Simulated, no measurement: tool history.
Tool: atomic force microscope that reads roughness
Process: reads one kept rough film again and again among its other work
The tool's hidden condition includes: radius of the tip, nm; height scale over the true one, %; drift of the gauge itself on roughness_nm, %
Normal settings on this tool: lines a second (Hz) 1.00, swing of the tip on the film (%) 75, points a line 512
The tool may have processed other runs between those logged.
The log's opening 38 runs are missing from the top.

run	hour	lines a second (Hz)	swing of the tip on the film (%)	points a line	pictures with this tip	hours of work since the height scale was calibrated	roughness of the kept film (nm (root mean square))
# hour 907.6: new tip fitted
39	921.0	1.00	73	512	36	1080	0.943
# hour 948.9: new tip fitted
40	955.5	1.03	75	277	17	1105	0.929
41	986.9	2.95	69	347	100	1129	0.889
# hour 991.2: new tip fitted
42	1004.5	2.95	83	333	35	1142	0.804
# hour 1034.0: new tip fitted
43	1038.1	0.94	73	486	11	1167	0.948
44	1052.7	0.94	73	486	50	1178	0.947
45	1069.4	0.94	73	486	94	1190	0.950
# hour 1077.4: new tip fitted
46	1102.6	1.00	82	510	67	1215	0.921
# hour 1119.2: new tip fitted
47	1120.6	1.00	82	510	4	1228	0.916
48	1135.3	1.00	82	510	43	1239	0.921
49	1153.7	1.00	82	420	91	1253	0.919
# hour 1161.3: new tip fitted
50	1182.2	0.74	59	349	55	1274	0.974

Alternative continuations, all from the tool just after run 50; predict every row:
# hour 1204.3: new tip fitted
A	1207.1	1.00	61	715	7	1293	?
# hour 1204.3: new tip fitted
B	1207.1	3.45	70	530	7	1293	?
# hour 1204.3: new tip fitted
C	1207.1	0.73	59	349	7	1293	?
# hour 1204.3: new tip fitted
D	1207.1	3.04	61	917	7	1293	?

run	roughness of the kept film (nm (root mean square))
A	0.964
B	0.874
C	0.973
D	0.928
The same runs, with their run-to-run variation unchanged, on a tool lacking any hidden condition would have given:
run	roughness of the kept film (nm (root mean square))
A	0.964
B	0.874
C	0.973
D	0.928
